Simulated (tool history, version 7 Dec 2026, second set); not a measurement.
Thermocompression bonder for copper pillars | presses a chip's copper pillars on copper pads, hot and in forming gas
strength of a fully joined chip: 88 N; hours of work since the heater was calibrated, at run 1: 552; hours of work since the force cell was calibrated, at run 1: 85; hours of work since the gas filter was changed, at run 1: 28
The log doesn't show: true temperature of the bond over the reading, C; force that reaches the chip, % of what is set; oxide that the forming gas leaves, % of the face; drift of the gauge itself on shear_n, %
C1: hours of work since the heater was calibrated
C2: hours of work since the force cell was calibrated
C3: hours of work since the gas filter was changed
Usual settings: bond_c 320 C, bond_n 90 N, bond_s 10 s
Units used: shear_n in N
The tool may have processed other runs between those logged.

run 1 hour=0.0 | bond_c=320 bond_n=90 bond_s=10 | C1=552 C2=85 C3=28 | shear_n=40.7
run 2 hour=16.1 | bond_c=332 bond_n=90 bond_s=10 | C1=564 C2=97 C3=40 | shear_n=45.5
-- hour=49.7 heater calibrated with a thermocouple chip
run 3 hour=53.5 | bond_c=332 bond_n=90 bond_s=10 | C1=3 C2=123 C3=65 | shear_n=50.3
run 4 hour=80.4 | bond_c=332 bond_n=90 bond_s=10 | C1=22 C2=142 C3=85 | shear_n=48.3
run 5 hour=98.9 | bond_c=332 bond_n=90 bond_s=10 | C1=36 C2=156 C3=98 | shear_n=49.0
run 6 hour=114.8 | bond_c=332 bond_n=90 bond_s=10 | C1=47 C2=167 C3=110 | shear_n=49.4
-- hour=118.7 force cell calibrated
-- hour=142.6 forming gas filter changed
run 7 hour=148.5 | bond_c=292 bond_n=90 bond_s=10 | C1=70 C2=21 C3=4 | shear_n=31.5
run 8 hour=169.8 | bond_c=342 bond_n=71 bond_s=18 | C1=86 C2=37 C3=20 | shear_n=54.8
run 9 hour=187.3 | bond_c=320 bond_n=106 bond_s=7 | C1=99 C2=50 C3=33 | shear_n=44.8
-- hour=206.0 force cell calibrated, once more
run 10 hour=223.0 | bond_c=320 bond_n=90 bond_s=11 | C1=124 C2=12 C3=57 | shear_n=44.6
run 11 hour=252.2 | bond_c=320 bond_n=90 bond_s=11 | C1=145 C2=34 C3=79 | shear_n=44.8
run 12 hour=280.1 | bond_c=300 bond_n=57 bond_s=11 | C1=165 C2=54 C3=99 | shear_n=22.0
run 13 hour=298.5 | bond_c=300 bond_n=57 bond_s=5 | C1=178 C2=67 C3=112 | shear_n=14.4
run 14 hour=315.7 | bond_c=300 bond_n=57 bond_s=5 | C1=191 C2=80 C3=125 | shear_n=15.0

Alternative continuations, all from the tool just after run 14; predict every row:
-- hour=323.7 forming gas filter changed
run A hour=338.8 | bond_c=320 bond_n=129 bond_s=10 | C1=207 C2=96 C3=11 | shear_n=?
-- hour=323.7 forming gas filter changed
run B hour=338.8 | bond_c=300 bond_n=102 bond_s=5 | C1=207 C2=96 C3=11 | shear_n=?
-- hour=323.7 forming gas filter changed
run C hour=338.8 | bond_c=320 bond_n=90 bond_s=5 | C1=207 C2=96 C3=11 | shear_n=?
-- hour=323.7 forming gas filter changed
run D hour=338.8 | bond_c=345 bond_n=81 bond_s=17 | C1=207 C2=96 C3=11 | shear_n=?

run=A shear_n=58.9
run=B shear_n=29.5
run=C shear_n=33.5
run=D shear_n=60.0
Take away the tool's hidden state, keep each run's random variation, and the runs would have read:
run=A shear_n=61.6
run=B shear_n=31.6
run=C shear_n=35.7
run=D shear_n=62.5
